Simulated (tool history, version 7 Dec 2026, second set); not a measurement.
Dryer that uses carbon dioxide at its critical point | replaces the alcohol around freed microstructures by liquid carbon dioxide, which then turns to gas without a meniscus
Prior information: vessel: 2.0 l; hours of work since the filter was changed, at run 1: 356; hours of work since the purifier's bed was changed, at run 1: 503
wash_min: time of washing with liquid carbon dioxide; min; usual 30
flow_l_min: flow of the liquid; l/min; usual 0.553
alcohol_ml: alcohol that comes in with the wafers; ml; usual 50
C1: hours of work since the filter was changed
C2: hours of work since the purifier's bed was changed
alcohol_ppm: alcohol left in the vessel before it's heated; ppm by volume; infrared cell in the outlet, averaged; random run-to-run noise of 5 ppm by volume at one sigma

run 1 day=0 | wash_min=30 flow_l_min=0.553 alcohol_ml=50 | C1=356 C2=503 | alcohol_ppm=117
run 2 day=1.212 | wash_min=30 flow_l_min=0.553 alcohol_ml=50 | C1=369 C2=516 | alcohol_ppm=119
run 3 day=2.154 | wash_min=19 flow_l_min=0.553 alcohol_ml=50 | C1=378 C2=526 | alcohol_ppm=335
run 4 day=3.354 | wash_min=30 flow_l_min=0.784 alcohol_ml=50 | C1=391 C2=538 | alcohol_ppm=104
run 5 day=4.354 | wash_min=30 flow_l_min=0.553 alcohol_ml=50 | C1=402 C2=549 | alcohol_ppm=115
run 6 day=5.408 | wash_min=30 flow_l_min=0.553 alcohol_ml=50 | C1=413 C2=560 | alcohol_ppm=120
run 7 day=6.175 | wash_min=30 flow_l_min=0.553 alcohol_ml=50 | C1=421 C2=568 | alcohol_ppm=119
run 8 day=7.092 | wash_min=30 flow_l_min=0.553 alcohol_ml=50 | C1=431 C2=578 | alcohol_ppm=114
run 9 day=8.388 | wash_min=30 flow_l_min=0.553 alcohol_ml=50 | C1=444 C2=591 | alcohol_ppm=132
-- day=9.292 inlet filter changed
run 10 day=9.896 | wash_min=35 flow_l_min=0.553 alcohol_ml=50 | C1=6 C2=607 | alcohol_ppm=120
run 11 day=10.717 | wash_min=30 flow_l_min=0.553 alcohol_ml=50 | C1=15 C2=616 | alcohol_ppm=122
run 12 day=11.742 | wash_min=30 flow_l_min=0.553 alcohol_ml=50 | C1=26 C2=626 | alcohol_ppm=127
run 13 day=12.562 | wash_min=30 flow_l_min=0.553 alcohol_ml=50 | C1=35 C2=635 | alcohol_ppm=130
run 14 day=13.942 | wash_min=30 flow_l_min=0.553 alcohol_ml=50 | C1=49 C2=650 | alcohol_ppm=129
run 15 day=14.846 | wash_min=30 flow_l_min=0.553 alcohol_ml=50 | C1=59 C2=659 | alcohol_ppm=116
run 16 day=16.317 | wash_min=30 flow_l_min=0.553 alcohol_ml=50 | C1=74 C2=675 | alcohol_ppm=126
run 17 day=18 | wash_min=30 flow_l_min=0.553 alcohol_ml=20 | C1=92 C2=692 | alcohol_ppm=125
run 18 day=19.442 | wash_min=30 flow_l_min=0.553 alcohol_ml=20 | C1=107 C2=708 | alcohol_ppm=138
run 19 day=20.808 | wash_min=20 flow_l_min=0.553 alcohol_ml=50 | C1=122 C2=722 | alcohol_ppm=269
run 20 day=22.108 | wash_min=20 flow_l_min=0.553 alcohol_ml=50 | C1=135 C2=736 | alcohol_ppm=268
run 21 day=23.592 | wash_min=20 flow_l_min=0.553 alcohol_ml=50 | C1=151 C2=751 | alcohol_ppm=280
run 22 day=25.333 | wash_min=20 flow_l_min=0.553 alcohol_ml=50 | C1=169 C2=770 | alcohol_ppm=288
run 23 day=26.808 | wash_min=20 flow_l_min=0.553 alcohol_ml=50 | C1=185 C2=785 | alcohol_ppm=293
run 24 day=28.604 | wash_min=20 flow_l_min=0.553 alcohol_ml=50 | C1=204 C2=804 | alcohol_ppm=295
run 25 day=30.392 | wash_min=48 flow_l_min=0.493 alcohol_ml=50 | C1=223 C2=823 | alcohol_ppm=145
run 26 day=32.05 | wash_min=48 flow_l_min=0.493 alcohol_ml=50 | C1=240 C2=841 | alcohol_ppm=146
run 27 day=33.85 | wash_min=47 flow_l_min=0.601 alcohol_ml=72 | C1=259 C2=860 | alcohol_ppm=147
run 28 day=34.788 | wash_min=30 flow_l_min=0.858 alcohol_ml=50 | C1=269 C2=870 | alcohol_ppm=144
run 29 day=36.496 | wash_min=30 flow_l_min=0.9 alcohol_ml=50 | C1=287 C2=888 | alcohol_ppm=159
run 30 day=37.275 | wash_min=30 flow_l_min=0.573 alcohol_ml=47 | C1=295 C2=896 | alcohol_ppm=161
run 31 day=38.225 | wash_min=43 flow_l_min=0.342 alcohol_ml=50 | C1=305 C2=906 | alcohol_ppm=198
run 32 day=39.033 | wash_min=43 flow_l_min=0.342 alcohol_ml=77 | C1=314 C2=914 | alcohol_ppm=223
run 33 day=40.854 | wash_min=43 flow_l_min=0.335 alcohol_ml=77 | C1=333 C2=934 | alcohol_ppm=231
run 34 day=42.375 | wash_min=43 flow_l_min=0.593 alcohol_ml=67 | C1=349 C2=950 | alcohol_ppm=173
run 35 day=43.967 | wash_min=22 flow_l_min=0.367 alcohol_ml=52 | C1=366 C2=967 | alcohol_ppm=936
run 36 day=45.6 | wash_min=25 flow_l_min=0.443 alcohol_ml=50 | C1=383 C2=984 | alcohol_ppm=369
run 37 day=47.362 | wash_min=22 flow_l_min=0.553 alcohol_ml=78 | C1=402 C2=1002 | alcohol_ppm=373
run 38 day=48.612 | wash_min=30 flow_l_min=0.714 alcohol_ml=22 | C1=415 C2=1016 | alcohol_ppm=176
run 39 day=50.079 | wash_min=30 flow_l_min=0.714 alcohol_ml=22 | C1=431 C2=1031 | alcohol_ppm=185
run 40 day=50.921 | wash_min=18 flow_l_min=0.625 alcohol_ml=37 | C1=440 C2=1040 | alcohol_ppm=333
-- day=52.3 inlet filter changed
run 41 day=52.617 | wash_min=30 flow_l_min=0.553 alcohol_ml=32 | C1=3 C2=1057 | alcohol_ppm=182
run 42 day=53.725 | wash_min=30 flow_l_min=0.553 alcohol_ml=32 | C1=15 C2=1069 | alcohol_ppm=202
run 43 day=55.383 | wash_min=30 flow_l_min=0.693 alcohol_ml=32 | C1=33 C2=1087 | alcohol_ppm=201
run 44 day=56.979 | wash_min=29 flow_l_min=0.553 alcohol_ml=50 | C1=49 C2=1104 | alcohol_ppm=205
run 45 day=58.25 | wash_min=29 flow_l_min=0.553 alcohol_ml=50 | C1=63 C2=1117 | alcohol_ppm=217
run 46 day=59.025 | wash_min=28 flow_l_min=0.655 alcohol_ml=42 | C1=71 C2=1125 | alcohol_ppm=189

For each run, the measured value with the value that run would have given without the tool's hidden condition subtracted. The run-to-run variation is shared by both, the gauge scatter possibly not:
Hidden state at play: flow that reaches the vessel past the clogged filter, %; alcohol in the recycled carbon dioxide, ppm; drift of the gauge itself on alcohol_ppm, %.
run=1 alcohol_ppm=+96
run=2 alcohol_ppm=+98
run=3 alcohol_ppm=+175
run=4 alcohol_ppm=+96
run=5 alcohol_ppm=+103
run=6 alcohol_ppm=+106
run=7 alcohol_ppm=+105
run=8 alcohol_ppm=+109
run=9 alcohol_ppm=+116
run=10 alcohol_ppm=+107
run=11 alcohol_ppm=+105
run=12 alcohol_ppm=+111
run=13 alcohol_ppm=+112
run=14 alcohol_ppm=+117
run=15 alcohol_ppm=+116
run=16 alcohol_ppm=+120
run=17 alcohol_ppm=+122
run=18 alcohol_ppm=+126
run=19 alcohol_ppm=+150
run=20 alcohol_ppm=+154
run=21 alcohol_ppm=+156
run=22 alcohol_ppm=+166
run=23 alcohol_ppm=+173
run=24 alcohol_ppm=+179
run=25 alcohol_ppm=+142
run=26 alcohol_ppm=+145
run=27 alcohol_ppm=+147
run=28 alcohol_ppm=+144
run=29 alcohol_ppm=+154
run=30 alcohol_ppm=+157
run=31 alcohol_ppm=+168
run=32 alcohol_ppm=+183
run=33 alcohol_ppm=+190
run=34 alcohol_ppm=+164
run=35 alcohol_ppm=+386
run=36 alcohol_ppm=+245
run=37 alcohol_ppm=+254
run=38 alcohol_ppm=+176
run=39 alcohol_ppm=+179
run=40 alcohol_ppm=+242
run=41 alcohol_ppm=+177
run=42 alcohol_ppm=+178
run=43 alcohol_ppm=+188
run=44 alcohol_ppm=+186
run=45 alcohol_ppm=+195
run=46 alcohol_ppm=+188

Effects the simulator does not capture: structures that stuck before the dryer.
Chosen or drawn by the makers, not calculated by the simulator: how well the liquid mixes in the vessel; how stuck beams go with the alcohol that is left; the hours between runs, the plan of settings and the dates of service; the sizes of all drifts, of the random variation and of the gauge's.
